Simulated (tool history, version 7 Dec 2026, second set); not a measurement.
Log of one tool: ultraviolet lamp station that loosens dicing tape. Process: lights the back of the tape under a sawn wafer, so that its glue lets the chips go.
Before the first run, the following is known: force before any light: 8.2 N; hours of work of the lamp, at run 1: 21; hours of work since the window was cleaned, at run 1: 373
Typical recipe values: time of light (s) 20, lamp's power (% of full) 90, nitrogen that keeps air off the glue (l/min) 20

| run | day | time of light (s) | lamp's power (% of full) | nitrogen that keeps air off the glue (l/min) | hours of work of the lamp | hours of work since the window was cleaned | force that peels the tape off (N) | light that reached the tape (J/m2) |
|---|---|---|---|---|---|---|---|---|
| 1 | 0.000 | 20 | 90 | 20 | 21 | 373 | 0.384 | 6050 |
| 2 | 0.512 | 20 | 90 | 20 | 30 | 381 | 0.350 | 6100 |
| 3 | 0.825 | 20 | 90 | 20 | 35 | 386 | 0.367 | 6040 |
| 4 | 1.242 | 20 | 90 | 20 | 42 | 393 | 0.352 | 6040 |
| 5 | 1.838 | 15 | 90 | 20 | 51 | 403 | 0.593 | 4560 |
| 6 | 2.608 | 14 | 82 | 17 | 64 | 415 | 0.827 | 3900 |
| 7 | 3.221 | 12 | 82 | 21 | 74 | 425 | 1.050 | 3320 |
| 8 | 3.579 | 23 | 78 | 6 | 79 | 431 | 0.721 | 6090 |
| 9 | 4.142 | 36 | 90 | 23 | 88 | 440 | 0.231 | 11000 |
| 10 | 4.612 | 36 | 90 | 23 | 96 | 448 | 0.236 | 11070 |

Alternative continuations, all from the tool just after run 10; predict every row:
| A | 5.221 | 15 | 90 | 6 | 106 | 457 | ? | ? |
| B | 5.221 | 12 | 95 | 10 | 106 | 457 | ? | ? |
| C | 5.221 | 15 | 65 | 15 | 106 | 457 | ? | ? |
| D | 5.221 | 11 | 90 | 16 | 106 | 457 | ? | ? |
| E | 5.221 | 11 | 94 | 20 | 106 | 457 | ? | ? |

| run | force that peels the tape off (N) | light that reached the tape (J/m2) |
|---|---|---|
| A | 1.179 | 4610 |
| B | 1.196 | 3890 |
| C | 1.225 | 3350 |
| D | 1.165 | 3340 |
| E | 0.969 | 3580 |
What these runs would have given with no unlogged condition in the tool:
| run | force that peels the tape off (N) | light that reached the tape (J/m2) |
|---|---|---|
| A | 1.178 | 4550 |
| B | 1.195 | 3840 |
| C | 1.224 | 3310 |
| D | 1.164 | 3300 |
| E | 0.968 | 3530 |
